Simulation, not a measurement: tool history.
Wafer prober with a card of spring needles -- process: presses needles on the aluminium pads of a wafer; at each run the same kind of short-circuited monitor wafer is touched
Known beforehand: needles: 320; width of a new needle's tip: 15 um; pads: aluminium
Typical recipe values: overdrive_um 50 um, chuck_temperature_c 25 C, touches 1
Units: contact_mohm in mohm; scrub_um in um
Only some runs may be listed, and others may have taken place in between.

run	hour	overdrive_um	chuck_temperature_c	touches	contact_mohm	scrub_um
1	0.0	50	25	1	123	13.27
# hour 3.6: tips cleaned on abrasive film
2	4.4	50	25	1	122	13.22
# hour 12.6: tips cleaned on abrasive film
3	13.0	50	25	1	124	13.07
4	18.9	50	25	1	121	13.01
# hour 21.7: tips cleaned on abrasive film
5	27.0	50	25	1	122	13.19
# hour 30.6: tips cleaned on abrasive film
6	33.7	50	25	3	123	13.14
# hour 39.2: tips cleaned on abrasive film
7	39.2	50	25	3	124	13.11
# hour 47.8: tips cleaned on abrasive film
8	47.8	50	25	3	122	13.06
9	53.4	50	25	1	121	13.17
# hour 56.3: tips cleaned on abrasive film
10	62.6	50	83	1	131	12.94
# hour 65.1: tips cleaned on abrasive film
11	70.5	50	25	1	123	13.03
# hour 74.1: tips cleaned on abrasive film
12	76.2	50	25	1	123	13.00
# hour 82.9: tips cleaned on abrasive film
13	83.2	50	25	1	122	13.07
# hour 91.7: tips cleaned on abrasive film
14	92.1	50	25	1	122	13.07
15	98.8	50	45	1	126	13.05
# hour 100.2: tips cleaned on abrasive film
16	102.7	48	25	1	125	12.48

Run 17 is up next; what results do you expect?
# hour 109.0: tips cleaned on abrasive film
17	111.2	48	106	2	?	?

contact_mohm: 136 mohm
scrub_um: 12.47 um
The same run, on a tool lacking any hidden state, would have yielded contact_mohm 136 mohm, scrub_um 12.65 um.
